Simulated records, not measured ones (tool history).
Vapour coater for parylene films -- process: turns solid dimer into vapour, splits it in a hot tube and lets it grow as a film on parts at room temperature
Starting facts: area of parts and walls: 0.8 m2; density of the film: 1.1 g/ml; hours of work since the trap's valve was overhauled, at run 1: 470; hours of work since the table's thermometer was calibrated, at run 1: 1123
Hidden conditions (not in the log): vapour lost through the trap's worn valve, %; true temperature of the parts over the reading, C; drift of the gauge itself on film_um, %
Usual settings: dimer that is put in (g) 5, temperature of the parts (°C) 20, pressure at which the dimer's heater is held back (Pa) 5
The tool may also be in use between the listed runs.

run   hour  dimer that is put in (g)  temperature of the parts (°C)  pressure at which the dimer's heater is held back (Pa)  hours of work since the trap's valve was overhauled  hours of work since the table's thermometer was calibrated  thickness of the film (µm)
  1      0                         5                             20                                                       5                                                  470                                                        1123                        3.22
  2   31.6                         5                             19                                                       5                                                  496                                                        1150                        3.31
  3   58.5                         5                             19                                                       5                                                  519                                                        1172                         3.3
  4   91.9                         5                             19                                                       5                                                  547                                                        1200                        3.27
  5  115.9                         5                             20                                                       5                                                  567                                                        1221                        3.12
  6    148                         5                             20                                                       5                                                  594                                                        1248                        3.14
  7  180.4                         5                             20                                                       5                                                  622                                                        1275                        3.12
  8  210.5                         5                             20                                                       5                                                  647                                                        1300                        3.09
  9  233.9                         5                             20                                                       5                                                  667                                                        1320                        3.06
     256.9  -- trap's valve overhauled
 10  266.3                         5                             20                                                       5                                                    8                                                        1344                        3.48
 11  290.2                         5                             20                                                       5                                                   28                                                        1364                        3.52
 12    307                         5                             20                                                       5                                                   42                                                        1378                        3.52
 13  338.9                         5                             20                                                       5                                                   69                                                        1405                        3.51
 14  371.3                         5                             20                                                       5                                                   96                                                        1432                        3.45
 15  403.2                         5                             20                                                       5                                                  123                                                        1459                        3.46
 16  433.1                         4                             23                                                    8.53                                                  148                                                        1484                        2.24
 17  462.2                         5                             23                                                     3.8                                                  173                                                        1509                        3.34
 18  487.5                         5                             22                                                     3.8                                                  194                                                        1530                        3.42
 19  513.9                         3                             20                                                    5.32                                                  216                                                        1553                        2.01
 20  538.3                         2                             12                                                       5                                                  237                                                        1573                        1.71
 21  556.1                         2                             12                                                       5                                                  252                                                        1588                        1.71
 22  575.4                         5                             15                                                   11.94                                                  268                                                        1604                        3.22
 23  594.1                         5                             21                                                       5                                                  284                                                        1620                        3.25
 24  619.2                         9                             20                                                    3.14                                                  305                                                        1641                        6.59
 25  644.2                         7                             28                                                     2.1                                                  326                                                        1662                        4.39
 26  667.2                         7                             28                                                     2.1                                                  346                                                        1682                        4.36
 27  689.2                         5                             13                                                    3.38                                                  364                                                        1700                        4.33
 28  721.5                         5                             23                                                   11.37                                                  391                                                        1727                        2.55
 29    742                         2                             20                                                       5                                                  409                                                        1745                        1.31

3 options for the next run, each taken on its own from the tool as it stands now. Forecast them:
  A   756                         8                             16                                                    7.11                                                  420                                                        1756                           ?
  B   756                         8                             19                                                       5                                                  420                                                        1756                           ?
  C   756                         5                             21                                                       5                                                  420                                                        1756                           ?

run  thickness of the film (µm)
  A                        5.36
  B                        5.28
  C                        3.18
What these runs would have given with no unlogged condition in the tool:
run  thickness of the film (µm)
  A                        5.79
  B                        5.71
  C                        3.43
